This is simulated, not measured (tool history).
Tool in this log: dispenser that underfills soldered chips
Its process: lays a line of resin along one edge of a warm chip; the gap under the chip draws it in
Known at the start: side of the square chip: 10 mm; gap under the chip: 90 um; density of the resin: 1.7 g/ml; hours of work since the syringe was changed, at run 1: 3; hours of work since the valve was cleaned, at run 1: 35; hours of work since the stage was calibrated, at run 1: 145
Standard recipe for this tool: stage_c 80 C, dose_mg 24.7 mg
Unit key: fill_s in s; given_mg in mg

run   hour  stage_c  dose_mg  hours of work since the syringe was changed  hours of work since the valve was cleaned  hours of work since the stage was calibrated  fill_s  given_mg
  1      0       80     24.7                                            3                                         35                                           145    56.2     24.01
       6.6  -- new syringe of resin
  2    8.5       66     24.7                                            1                                         41                                           151      80     24.11
  3   15.7       80     24.7                                            7                                         47                                           156    78.9     24.09
      17.1  -- new syringe of resin
  4   20.9       69     24.7                                            3                                         50                                           160    78.7     23.82
      27.5  -- new syringe of resin
  5   29.8       69     24.7                                            2                                         57                                           167    71.3     23.49
  6   35.3       69     24.7                                            6                                         61                                           171     102     23.61
      38.6  -- new syringe of resin
  7   40.6       69     24.7                                            2                                         65                                           175    72.1      23.6
  8   47.1       80     24.2                                            6                                         70                                           180    74.5     23.02
      48.9  -- new syringe of resin
  9   52.5       80     24.2                                            3                                         74                                           184    56.5     22.79
      59.6  -- new syringe of resin
 10   59.6       80     24.7                                            0                                         79                                           189    44.9     23.49
      63.6  -- dispensing valve cleaned and set on the balance
 11   69.8       80     29.3                                            7                                          5                                           196    75.4     29.19
        71  -- new syringe of resin
 12   77.2       85     24.7                                            5                                         10                                           201    56.9     24.47
      82.2  -- new syringe of resin
 13   86.6       80     25.5                                            3                                         17                                           208      58      25.3
      92.7  -- new syringe of resin
 14   94.9       80     24.7                                            2                                         23                                           214    49.8     24.37
 15   99.5       81     24.7                                            5                                         27                                           218    64.8     24.28
     103.4  -- new syringe of resin
 16  109.9       81     24.7                                            5                                         34                                           225    63.4     24.31
     114.2  -- new syringe of resin
 17  119.2       81       24                                            4                                         41                                           232      58     23.24
     124.8  -- new syringe of resin
 18  127.1       92     24.7                                            2                                         47                                           238    35.2     23.87
 19  132.7       93     25.6                                            6                                         51                                           242    48.5     24.53
     135.2  -- new syringe of resin
 20  142.1       90     28.2                                            5                                         58                                           249    50.9      27.2
     146.1  -- new syringe of resin
 21  153.6       90     28.2                                            6                                         67                                           258    50.8     26.94
     156.4  -- new syringe of resin
 22  165.3       84     24.7                                            7                                         75                                           266    66.2     23.28
     167.1  -- new syringe of resin
 23  171.1       69     24.5                                            3                                         80                                           271    78.5      23.2
     173.9  -- dispensing valve cleaned and set on the balance
       179  -- new syringe of resin
 24  182.8       69     24.5                                            3                                          7                                           279    76.1     24.34
     189.3  -- new syringe of resin
 25  193.5       69     22.2                                            3                                         14                                           286    82.1     22.02
 26  199.1       65     24.7                                            8                                         19                                           291   124.3     24.43
     200.1  -- new syringe of resin
     210.6  -- new syringe of resin
 27  210.9       74     24.8                                            0                                         27                                           299    53.4      24.4
     221.5  -- new syringe of resin
 28  221.8       74     24.8                                            0                                         35                                           307      54     24.39
 29  227.5       85     28.9                                            5                                         40                                           312    53.4     27.94
     231.9  -- new syringe of resin
 30  239.2       85     28.9                                            6                                         48                                           320    58.4        28
     242.2  -- new syringe of resin
 31    250       85     28.9                                            6                                         56                                           328    59.2     27.77
     252.6  -- new syringe of resin
 32  258.8       85     28.9                                            5                                         63                                           335    52.9     27.78
     263.4  -- new syringe of resin
 33  266.9       85     28.9                                            3                                         69                                           341    46.9     27.39
     274.2  -- new syringe of resin
 34  274.2       65     22.7                                            0                                         74                                           346    71.3     21.61

Below are 3 alternative next runs, each starting from the tool's condition after run 34. Predict each:
  A  280.3       65     22.3                                            5                                         79                                           351       ?         ?
  B  280.3       65     25.5                                            5                                         79                                           351       ?         ?
  C  280.3       73     31.5                                            5                                         79                                           351       ?         ?

run  fill_s  given_mg
  A   101.3     20.91
  B   100.4     24.09
  C    76.6     29.69
With the hidden condition removed and each run's random variation left untouched, the same runs would have given:
run  fill_s  given_mg
  A    74.8     22.15
  B    74.5     25.52
  C    56.8     31.47

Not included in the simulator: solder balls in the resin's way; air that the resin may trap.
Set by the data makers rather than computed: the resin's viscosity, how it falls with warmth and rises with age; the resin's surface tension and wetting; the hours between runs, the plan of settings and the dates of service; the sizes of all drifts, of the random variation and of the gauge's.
